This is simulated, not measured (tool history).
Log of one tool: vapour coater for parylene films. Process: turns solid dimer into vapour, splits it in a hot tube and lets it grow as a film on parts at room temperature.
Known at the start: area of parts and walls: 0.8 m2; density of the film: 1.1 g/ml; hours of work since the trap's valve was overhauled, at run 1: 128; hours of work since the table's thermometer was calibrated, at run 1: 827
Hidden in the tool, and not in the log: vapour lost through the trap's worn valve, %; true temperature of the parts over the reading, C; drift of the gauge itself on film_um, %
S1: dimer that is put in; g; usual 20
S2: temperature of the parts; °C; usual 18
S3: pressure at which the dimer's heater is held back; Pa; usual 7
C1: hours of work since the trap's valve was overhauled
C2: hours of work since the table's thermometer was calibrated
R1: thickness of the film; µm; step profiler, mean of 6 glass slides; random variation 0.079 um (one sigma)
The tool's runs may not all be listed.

run 1 hour=0 | S1=20 S2=18 S3=7 | C1=128 C2=827 | R1=9.14
run 2 hour=23 | S1=20 S2=18 S3=7 | C1=143 C2=842 | R1=9.2
run 3 hour=43.7 | S1=20 S2=18 S3=7 | C1=157 C2=856 | R1=9.15
run 4 hour=73.1 | S1=20 S2=18 S3=7 | C1=176 C2=875 | R1=9.19
run 5 hour=88.4 | S1=20 S2=18 S3=7 | C1=186 C2=885 | R1=9.02
run 6 hour=117.9 | S1=20 S2=18 S3=7 | C1=206 C2=905 | R1=9.01
run 7 hour=149.1 | S1=20 S2=18 S3=7 | C1=227 C2=926 | R1=8.97
run 8 hour=164.4 | S1=23 S2=27 S3=5.47 | C1=237 C2=936 | R1=9.33
run 9 hour=194 | S1=23 S2=27 S3=5.47 | C1=257 C2=956 | R1=9.27
run 10 hour=207.5 | S1=23 S2=27 S3=5.47 | C1=266 C2=965 | R1=9.33
-- hour=235.5 trap's valve overhauled
run 11 hour=235.5 | S1=15 S2=12 S3=7 | C1=0 C2=981 | R1=7.93
run 12 hour=260.4 | S1=15 S2=24 S3=7 | C1=17 C2=997 | R1=6.35
run 13 hour=288.2 | S1=20 S2=11 S3=9.12 | C1=35 C2=1016 | R1=9.93
run 14 hour=308.2 | S1=14 S2=19 S3=2.55 | C1=48 C2=1029 | R1=8.16

Forecast each of these 5 alternatives for the next run:
run A hour=335.1 | S1=19 S2=30 S3=2.55 | C1=66 C2=1047 | R1=?
run B hour=335.1 | S1=24 S2=20 S3=2.55 | C1=66 C2=1047 | R1=?
run C hour=335.1 | S1=23 S2=19 S3=4.46 | C1=66 C2=1047 | R1=?
run D hour=335.1 | S1=15 S2=14 S3=2.55 | C1=66 C2=1047 | R1=?
run E hour=335.1 | S1=14 S2=19 S3=2.94 | C1=66 C2=1047 | R1=?

run=A R1=9.22
run=B R1=13.87
run=C R1=11.83
run=D R1=9.63
run=E R1=7.98
Without the tool's hidden state the same runs would have given:
run=A R1=9.5
run=B R1=14.3
run=C R1=12.19
run=D R1=9.93
run=E R1=8.22
